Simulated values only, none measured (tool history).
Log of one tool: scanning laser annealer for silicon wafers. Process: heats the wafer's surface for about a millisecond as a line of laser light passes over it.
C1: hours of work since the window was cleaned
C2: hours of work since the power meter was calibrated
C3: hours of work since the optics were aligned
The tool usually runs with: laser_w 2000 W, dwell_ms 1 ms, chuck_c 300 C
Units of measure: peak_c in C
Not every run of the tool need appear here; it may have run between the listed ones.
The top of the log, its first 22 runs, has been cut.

run 23 hour=259.5 | laser_w=1952 dwell_ms=1.09 chuck_c=335 | C1=667 C2=276 C3=63 | peak_c=1026
run 24 hour=270.6 | laser_w=1730 dwell_ms=1.01 chuck_c=298 | C1=675 C2=284 C3=71 | peak_c=883
run 25 hour=286 | laser_w=1781 dwell_ms=0.73 chuck_c=298 | C1=686 C2=295 C3=82 | peak_c=810
-- hour=295.7 window over the wafer cleaned
run 26 hour=300.6 | laser_w=1834 dwell_ms=0.85 chuck_c=275 | C1=3 C2=303 C3=91 | peak_c=873
run 27 hour=311.3 | laser_w=1809 dwell_ms=1.16 chuck_c=275 | C1=11 C2=311 C3=99 | peak_c=971
run 28 hour=325.4 | laser_w=2000 dwell_ms=0.75 chuck_c=300 | C1=21 C2=321 C3=109 | peak_c=910
run 29 hour=337.9 | laser_w=2000 dwell_ms=0.95 chuck_c=300 | C1=30 C2=330 C3=118 | peak_c=990
run 30 hour=348.9 | laser_w=2000 dwell_ms=0.95 chuck_c=300 | C1=38 C2=338 C3=125 | peak_c=989

Forecast each of these 4 alternatives for the next run:
run A hour=361.3 | laser_w=1839 dwell_ms=0.85 chuck_c=320 | C1=47 C2=347 C3=134 | peak_c=?
run B hour=361.3 | laser_w=1929 dwell_ms=0.74 chuck_c=272 | C1=47 C2=347 C3=134 | peak_c=?
run C hour=361.3 | laser_w=1753 dwell_ms=1 chuck_c=280 | C1=47 C2=347 C3=134 | peak_c=?
run D hour=361.3 | laser_w=1783 dwell_ms=1 chuck_c=299 | C1=47 C2=347 C3=134 | peak_c=?

run=A peak_c=920
run=B peak_c=857
run=C peak_c=901
run=D peak_c=933
Had the tool no hidden state, the same runs would have come out as:
run=A peak_c=925
run=B peak_c=861
run=C peak_c=905
run=D peak_c=937
